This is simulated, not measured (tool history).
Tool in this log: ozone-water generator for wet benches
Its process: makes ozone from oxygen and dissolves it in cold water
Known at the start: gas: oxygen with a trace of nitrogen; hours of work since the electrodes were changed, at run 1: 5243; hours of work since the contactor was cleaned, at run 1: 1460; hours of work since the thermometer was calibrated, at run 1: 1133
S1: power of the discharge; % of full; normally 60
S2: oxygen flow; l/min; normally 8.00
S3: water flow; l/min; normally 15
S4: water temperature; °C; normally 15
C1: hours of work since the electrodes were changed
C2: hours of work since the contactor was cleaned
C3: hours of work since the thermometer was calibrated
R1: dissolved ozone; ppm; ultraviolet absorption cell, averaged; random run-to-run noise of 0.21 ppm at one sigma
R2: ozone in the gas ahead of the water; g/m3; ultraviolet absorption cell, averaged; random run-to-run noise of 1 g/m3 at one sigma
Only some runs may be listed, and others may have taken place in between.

run,day,S1,S2,S3,S4,C1,C2,C3,R1,R2
1,0.000,60,8.00,15,15,5243,1460,1133,30.2,176.2
2,5.479,59,8.00,15,15,5358,1575,1248,29.9,173.4
3,9.004,59,8.00,15,15,5432,1649,1322,29.8,174.0
4,12.446,59,8.00,15,15,5504,1721,1394,30.2,174.3
5,18.350,60,8.00,15,15,5628,1845,1518,30.4,176.0
6,22.225,60,8.00,15,15,5710,1926,1599,30.3,175.8
7,26.388,60,8.00,15,15,5797,2013,1686,30.5,180.4
8,32.517,60,8.00,15,15,5926,2142,1815,30.2,178.6
9,35.838,60,8.00,15,15,5995,2212,1885,30.4,176.2
10,41.617,60,8.00,15,15,6117,2333,2006,30.2,181.1
11,47.912,60,8.00,15,15,6249,2465,2138,30.3,181.3
12,51.962,60,8.00,17,15,6334,2550,2223,28.1,179.0
13,55.800,84,8.00,15,15,6414,2631,2304,41.5,245.7
14,59.679,47,8.00,17,21,6496,2712,2385,20.2,145.5
15,63.958,60,8.00,19,15,6585,2802,2475,25.4,180.8
16,69.833,60,8.00,19,15,6709,2925,2598,25.6,179.7
17,74.292,60,8.00,15,22,6802,3019,2692,26.6,182.1
18,77.604,60,10.62,17,22,6872,3088,2761,22.0,149.2
# day 78.054: gauge calibrated
19,83.500,62,9.69,21,21,6995,3212,2885,20.8,158.6
20,88.292,62,12.27,22,21,7096,3312,2985,18.6,133.5
21,92.042,62,12.27,22,19,7174,3391,3064,19.4,137.3
22,95.250,62,12.27,22,19,7242,3458,3131,19.3,136.6
23,98.946,62,11.45,19,8,7319,3536,3209,27.2,143.1
24,103.725,62,14.33,19,8,7420,3636,3309,26.0,123.1
25,108.896,62,14.33,19,8,7528,3745,3418,25.7,123.6

Branching from run 25: 5 alternative next runs. What would each branch give?
A,112.417,60,8.00,16,8,7602,3818,3492,?,?
B,112.417,86,7.52,12,8,7602,3818,3492,?,?
C,112.417,60,4.52,15,10,7602,3818,3492,?,?
D,112.417,70,10.00,15,7,7602,3818,3492,?,?
E,112.417,65,14.33,20,8,7602,3818,3492,?,?

run,R1,R2
A,32.3,179.0
B,56.5,256.6
C,37.2,266.4
D,38.1,176.9
E,25.6,128.8
Had the tool no hidden state, the same runs would have come out as:
run,R1,R2
A,32.4,177.0
B,56.6,253.9
C,37.3,263.3
D,38.2,174.9
E,25.7,127.3
